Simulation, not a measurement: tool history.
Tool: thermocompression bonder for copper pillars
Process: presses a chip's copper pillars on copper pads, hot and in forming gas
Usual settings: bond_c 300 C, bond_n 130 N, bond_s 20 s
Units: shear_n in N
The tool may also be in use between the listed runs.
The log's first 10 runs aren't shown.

run,hour,bond_c,bond_n,bond_s,shear_n
11,535.4,287,130,20,43.4
12,581.5,300,123,20,48.0
13,625.4,300,123,20,48.4
# hour 665.8: forming gas filter changed
14,677.5,300,123,20,53.1
15,749.3,300,123,20,52.2
16,808.2,300,185,20,73.7
17,852.9,300,185,20,70.7
18,902.9,300,185,20,70.5
19,950.2,300,185,20,70.4

Run 20 comes next. What will it give?
20,988.9,300,130,21,?

Run 20 gave shear_n 54.9 N.
Without the tool's hidden state the same run would have given shear_n 51.0 N.
